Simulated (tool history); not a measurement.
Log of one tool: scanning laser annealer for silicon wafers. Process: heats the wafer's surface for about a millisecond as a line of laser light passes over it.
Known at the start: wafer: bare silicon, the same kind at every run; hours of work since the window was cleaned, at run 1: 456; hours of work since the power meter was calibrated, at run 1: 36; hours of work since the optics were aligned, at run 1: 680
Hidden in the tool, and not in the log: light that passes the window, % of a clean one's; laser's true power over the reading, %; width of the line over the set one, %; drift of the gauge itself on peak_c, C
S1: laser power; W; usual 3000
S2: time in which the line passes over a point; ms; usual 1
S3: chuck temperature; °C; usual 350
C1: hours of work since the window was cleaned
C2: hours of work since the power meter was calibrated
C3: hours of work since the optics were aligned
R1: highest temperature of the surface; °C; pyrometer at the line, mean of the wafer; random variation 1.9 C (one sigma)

run 1 hour=0 | S1=3000 S2=1 S3=350 | C1=456 C2=36 C3=680 | R1=1140
run 2 hour=15.8 | S1=3000 S2=1 S3=350 | C1=465 C2=45 C3=689 | R1=1134
run 3 hour=31.4 | S1=3000 S2=1 S3=350 | C1=474 C2=54 C3=698 | R1=1137
run 4 hour=53.9 | S1=3000 S2=1 S3=350 | C1=487 C2=67 C3=711 | R1=1139
run 5 hour=74.1 | S1=3000 S2=1 S3=350 | C1=498 C2=79 C3=722 | R1=1138
run 6 hour=97.5 | S1=3000 S2=1 S3=335 | C1=511 C2=92 C3=736 | R1=1121
run 7 hour=122 | S1=3000 S2=0.76 S3=350 | C1=525 C2=106 C3=750 | R1=1026
run 8 hour=136.3 | S1=3000 S2=1.23 S3=350 | C1=534 C2=114 C3=758 | R1=1225
run 9 hour=159.5 | S1=3014 S2=0.87 S3=350 | C1=547 C2=127 C3=771 | R1=1082
run 10 hour=183.8 | S1=3014 S2=0.87 S3=350 | C1=561 C2=141 C3=785 | R1=1079
run 11 hour=195 | S1=3000 S2=0.73 S3=350 | C1=567 C2=148 C3=791 | R1=1012
run 12 hour=214.5 | S1=2604 S2=1 S3=362 | C1=578 C2=159 C3=803 | R1=1037
-- hour=223.8 window over the wafer cleaned
run 13 hour=239.4 | S1=2604 S2=1 S3=362 | C1=9 C2=172 C3=816 | R1=1080
run 14 hour=251.5 | S1=2604 S2=0.79 S3=371 | C1=16 C2=179 C3=823 | R1=1005
run 15 hour=271.4 | S1=3222 S2=0.78 S3=388 | C1=27 C2=190 C3=834 | R1=1165
run 16 hour=286.6 | S1=2866 S2=1.21 S3=320 | C1=36 C2=199 C3=843 | R1=1193

Measured less the same run without the tool's hidden state. The same run-to-run variation is in both; the gauge's scatter may not be:
run=1 R1=-45
run=2 R1=-46
run=3 R1=-47
run=4 R1=-48
run=5 R1=-48
run=6 R1=-50
run=7 R1=-44
run=8 R1=-58
run=9 R1=-49
run=10 R1=-51
run=11 R1=-47
run=12 R1=-48
run=13 R1=-4
run=14 R1=-5
run=15 R1=-7
run=16 R1=-9
